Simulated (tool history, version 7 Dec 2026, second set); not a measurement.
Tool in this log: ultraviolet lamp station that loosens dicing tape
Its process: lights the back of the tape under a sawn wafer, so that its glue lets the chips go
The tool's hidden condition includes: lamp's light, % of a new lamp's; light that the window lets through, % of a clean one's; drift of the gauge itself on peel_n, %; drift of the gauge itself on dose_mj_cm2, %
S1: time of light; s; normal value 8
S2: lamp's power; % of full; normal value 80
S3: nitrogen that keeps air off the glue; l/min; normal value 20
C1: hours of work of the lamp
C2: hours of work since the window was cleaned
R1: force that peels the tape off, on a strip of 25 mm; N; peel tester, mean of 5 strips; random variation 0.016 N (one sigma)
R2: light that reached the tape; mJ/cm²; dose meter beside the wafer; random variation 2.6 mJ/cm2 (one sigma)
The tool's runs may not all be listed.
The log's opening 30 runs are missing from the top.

run,day,S1,S2,S3,C1,C2,R1,R2
# day 66.642: window cleaned of glue's vapour
31,67.796,13,70,8,519,17,1.397,338
32,69.404,13,70,8,543,41,1.514,338
33,71.721,5,89,29,577,74,2.436,158
34,73.183,8,81,7,598,96,2.799,225
35,75.708,8,81,7,635,133,3.02,217
36,77.992,8,81,7,669,166,3.088,218
37,81.033,9,76,18,713,211,1.874,216
38,83.067,9,76,35,743,241,1.46,212
# day 85.346: lamp changed
39,85.746,8,87,23,6,280,0.604,354
40,88.442,4,80,20,45,319,2.781,157
41,90.683,4,80,20,78,352,2.845,154
42,92.833,12,94,31,110,383,0.146,534
43,94.833,10,80,8,139,413,1.26,367

Branching from run 43: 4 alternative next runs. What would each branch give?
A,97.383,8,80,35,176,450,?,?
B,97.383,6,80,20,176,450,?,?
C,97.383,11,86,20,176,450,?,?
D,97.383,13,66,31,176,450,?,?

run,R1,R2
A,0.734,294
B,1.805,221
C,0.39,428
D,0.36,389
Stripped of hidden state, with their random variation kept, the same runs would have yielded:
run,R1,R2
A,0.495,343
B,1.382,258
C,0.248,500
D,0.229,455

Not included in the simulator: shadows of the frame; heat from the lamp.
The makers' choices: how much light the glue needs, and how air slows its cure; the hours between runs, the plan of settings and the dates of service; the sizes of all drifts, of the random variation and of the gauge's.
